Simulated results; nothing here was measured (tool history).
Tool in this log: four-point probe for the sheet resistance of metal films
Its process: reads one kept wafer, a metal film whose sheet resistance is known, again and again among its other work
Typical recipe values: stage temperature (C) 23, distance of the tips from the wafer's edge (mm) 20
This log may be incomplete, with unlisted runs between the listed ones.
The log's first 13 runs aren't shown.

run,hour,stage temperature (C),distance of the tips from the wafer's edge (mm),touches since the probe head was changed,hours of work since the stage's thermometer was calibrated,sheet resistance as the instrument gives it (ohm/square)
14,216.0,23,44,28523,479,1.790447
15,237.3,23,20,29071,489,1.789773
16,256.3,23,20,29561,498,1.789913
17,268.0,29,6,29864,504,1.802083
18,291.2,31,20,30462,515,1.798356
19,308.2,28,33,30899,523,1.794788
20,323.4,28,33,31290,530,1.794535
21,333.4,25,31,31549,535,1.792057
22,356.3,30,57,32140,546,1.797005
23,373.1,21,34,32572,554,1.788358
24,393.9,22,7,33108,564,1.794137
25,414.1,18,72,33629,574,1.785198
26,435.9,20,4,34189,584,1.801746
27,447.3,18,4,34483,590,1.800286
28,470.7,32,66,35088,601,1.798389
29,492.1,27,10,35639,611,1.795130
30,508.3,27,10,36055,619,1.795766
31,524.8,27,10,36481,627,1.795673
32,537.1,34,42,36797,633,1.800281

What if the next run were any one of these 5? Each begins from the tool's condition after run 32:
A,556.5,28,24,37298,642,?
B,556.5,34,38,37298,642,?
C,556.5,28,40,37298,642,?
D,556.5,30,5,37298,642,?
E,556.5,34,23,37298,642,?

run,sheet resistance as the instrument gives it (ohm/square)
A,1.795133
B,1.800349
C,1.794498
D,1.806029
E,1.800491
Had the tool no hidden state, the same runs would have come out as:
run,sheet resistance as the instrument gives it (ohm/square)
A,1.795152
B,1.800368
C,1.794516
D,1.806047
E,1.800509
